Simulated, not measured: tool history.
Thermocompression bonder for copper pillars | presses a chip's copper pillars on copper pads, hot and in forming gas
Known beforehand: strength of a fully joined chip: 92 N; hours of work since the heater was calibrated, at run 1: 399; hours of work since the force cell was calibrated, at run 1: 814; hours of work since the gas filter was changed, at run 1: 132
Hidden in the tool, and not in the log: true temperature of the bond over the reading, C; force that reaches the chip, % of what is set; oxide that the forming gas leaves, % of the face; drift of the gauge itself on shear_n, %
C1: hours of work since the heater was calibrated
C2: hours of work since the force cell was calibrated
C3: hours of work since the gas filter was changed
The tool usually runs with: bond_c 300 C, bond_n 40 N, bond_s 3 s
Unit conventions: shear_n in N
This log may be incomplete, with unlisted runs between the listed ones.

Run 1, hour 0: usual settings; C1 399; C2 814; C3 132. Result: shear_n 31.6 N.
At hour 8: forming gas filter changed.
Run 2, hour 23.6: usual settings; C1 415; C2 830; C3 11. Result: shear_n 34.3 N.
Run 3, hour 38.2: usual settings; C1 425; C2 840; C3 21. Result: shear_n 34.6 N.
Run 4, hour 54: usual settings; C1 436; C2 851; C3 32. Result: shear_n 33.8 N.
Run 5, hour 75.3: usual settings but bond_c 282 C; C1 450; C2 865; C3 46. Result: shear_n 25.6 N.
Run 6, hour 98.2: usual settings; C1 466; C2 881; C3 62. Result: shear_n 33.4 N.
Run 7, hour 109.1: usual settings but bond_c 299 C, bond_n 50 N; C1 474; C2 889; C3 70. Result: shear_n 40.5 N.
Run 8, hour 123: usual settings but bond_c 299 C, bond_n 50 N; C1 483; C2 898; C3 79. Result: shear_n 39.9 N.
Run 9, hour 143.8: usual settings but bond_c 299 C, bond_n 50 N; C1 497; C2 913; C3 94. Result: shear_n 39.5 N.
Run 10, hour 166: usual settings but bond_c 315 C, bond_n 50 N, bond_s 4 s; C1 513; C2 928; C3 109. Result: shear_n 51.9 N.
Run 11, hour 188.4: usual settings but bond_c 320 C, bond_n 49 N, bond_s 8 s; C1 528; C2 943; C3 124. Result: shear_n 61.5 N.

For run 12, what comes out?
At hour 207.1: forming gas filter changed.
Run 12, hour 209.4: usual settings but bond_c 320 C, bond_n 49 N, bond_s 8 s; C1 542; C2 958; C3 2. Result: shear_n ?.

{"run 12": {"shear_n": 67.7}}
Take away the tool's hidden state, keep the run-to-run variation as it was, and the same run would have given shear_n 72.3 N.
